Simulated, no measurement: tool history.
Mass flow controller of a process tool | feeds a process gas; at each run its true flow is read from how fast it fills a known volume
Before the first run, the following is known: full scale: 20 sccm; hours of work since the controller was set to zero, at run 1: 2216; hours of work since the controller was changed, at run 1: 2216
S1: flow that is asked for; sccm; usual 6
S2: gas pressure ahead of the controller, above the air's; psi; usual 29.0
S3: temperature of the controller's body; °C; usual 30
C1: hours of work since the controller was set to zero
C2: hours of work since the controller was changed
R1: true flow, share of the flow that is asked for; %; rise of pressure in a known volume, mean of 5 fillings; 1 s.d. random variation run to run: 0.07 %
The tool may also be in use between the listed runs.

run    hour  S1    S2  S3    C1    C2     R1
  1     0.0   6  29.0  30  2216  2216  96.05
  2   232.4   6  27.3  30  2320  2320  95.94
  3   357.5  15  29.0  30  2376  2376  97.61
  4   494.2  15  29.0  30  2438  2438  97.57
  5   660.2  15  29.0  30  2512  2512  97.50
  6   923.7   3  29.0  30  2630  2630  93.20
  7  1124.1   3  29.0  30  2719  2719  93.19
  8  1355.8   4  29.0  30  2823  2823  94.29
  9  1502.9   6  29.0  30  2889  2889  95.40
 10  1767.1   6  29.0  26  3007  3007  95.56
 11  2021.0   6  29.0  26  3121  3121  95.42
 12  2137.0   6  29.0  26  3173  3173  95.28
 13  2399.2  10  29.0  26  3290  3290  96.55
 14  2597.3  10  29.0  26  3379  3379  96.47
 15  2772.6  10  29.0  26  3457  3457  96.53
 16  2889.1   6  29.0  35  3509  3509  94.16
 17  3031.8   3  40.3  21  3573  3573  92.07
 18  3296.6   3  40.3  21  3692  3692  91.84
 19  3441.9   3  40.3  22  3757  3757  91.84
 20  3674.9   6  37.6  25  3861  3861  94.57
 21  3944.3   6  37.6  25  3981  3981  94.50
 22  4078.4   6  37.6  25  4041  4041  94.29
 23  4283.4   3  20.6  30  4133  4133  90.79
 24  4541.7   3  20.6  30  4249  4249  90.50
 25  4700.1   3  20.6  30  4320  4320  90.51

Below, some changes in R1 between adjacent runs. For each, the amount present without the hidden state too (settings, incoming material, random variation) and the amount remaining for the hidden state with gauge scatter not shared by both compared results:
Hidden conditions of the tool in this case: flow at rest that the sensor doesn't see, % of full scale; true flow over the shown one, %; drift of the gauge itself on true_pct, %.
Run 5 -> 6: S1 15 -> 3. R1 -4.30 %: hidden state -3.42, all else -0.88.
Run 22 -> 23: S1 6 -> 3, S2 37.6 -> 20.6, S3 25 -> 30. R1 -3.50 %: hidden state -3.32, all else -0.18.
